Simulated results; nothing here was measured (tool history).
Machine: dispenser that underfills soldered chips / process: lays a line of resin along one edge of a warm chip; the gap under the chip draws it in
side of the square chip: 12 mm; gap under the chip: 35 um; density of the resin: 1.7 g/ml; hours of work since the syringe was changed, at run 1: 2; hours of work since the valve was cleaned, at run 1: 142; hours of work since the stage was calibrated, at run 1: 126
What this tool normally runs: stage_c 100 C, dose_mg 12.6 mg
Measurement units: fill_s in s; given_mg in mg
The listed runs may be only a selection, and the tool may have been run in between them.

run	day	stage_c	dose_mg	hours of work since the syringe was changed	hours of work since the valve was cleaned	hours of work since the stage was calibrated	fill_s	given_mg
1	0	100	12.6	2	142	126	237.5	11.26
2	0.238	100	12.6	6	146	130	294.4	11.18
# day 0.321: dispensing valve cleaned and set on the balance
# day 0.5: new syringe of resin
3	0.633	100	12.6	2	5	136	233.8	12.64
4	1.017	100	12.6	9	12	142	337.9	12.51
# day 1.075: new syringe of resin
5	1.433	100	12.6	6	18	149	291.7	12.44
# day 1.654: new syringe of resin
6	1.829	100	12.6	3	25	155	251.2	12.29
7	2.038	100	12.6	7	28	159	296.4	12.14
# day 2.204: new syringe of resin
8	2.412	100	10.9	3	35	165	256	10.54
9	2.65	100	10.9	7	39	169	324.1	10.52
# day 2.758: new syringe of resin
10	2.921	100	12.6	3	43	173	242.4	12.2
# day 3.317: new syringe of resin
11	3.342	99	12.6	0	50	180	219.9	12.18
12	3.762	100	15	8	57	188	301.4	14.42
# day 3.896: new syringe of resin
13	4.021	106	15	2	61	192	182.2	14.22
# day 4.454: new syringe of resin
14	4.454	87	15.5	0	68	199	344	14.73
15	4.742	88	14.8	5	73	204	425.4	14
# day 5.038: new syringe of resin
16	5.133	92	16.2	2	80	210	304	15.28
17	5.562	108	15.3	9	87	217	237	14.21
# day 5.596: new syringe of resin
18	5.792	114	13.4	3	91	221	143.3	12.41
# day 6.162: new syringe of resin
19	6.242	104	13.2	1	98	228	187.7	12.22
20	6.583	106	12.6	7	104	234	235.4	11.62
# day 6.729: new syringe of resin
21	7.017	88	15.7	5	111	241	426.4	14.14
# day 7.296: new syringe of resin
22	7.354	97	14.6	1	116	247	244.6	13.27
23	7.671	98	16.2	6	122	252	297.3	14.74
# day 7.871: new syringe of resin
24	8.038	86	11.7	3	128	258	449	10.52

Predict each of these 3 candidate next runs independently; none follows another, all start after run 24:
A	8.371	101	16.3	8	133	264	?	?
B	8.371	114	11.7	8	133	264	?	?
C	8.371	102	15.3	8	133	264	?	?

run	fill_s	given_mg
A	303.8	14.67
B	197.5	10.41
C	291	13.72
Without the tool's unlogged condition, the same runs would have read:
run	fill_s	given_mg
A	207.3	16.36
B	130.4	11.62
C	197.7	15.3
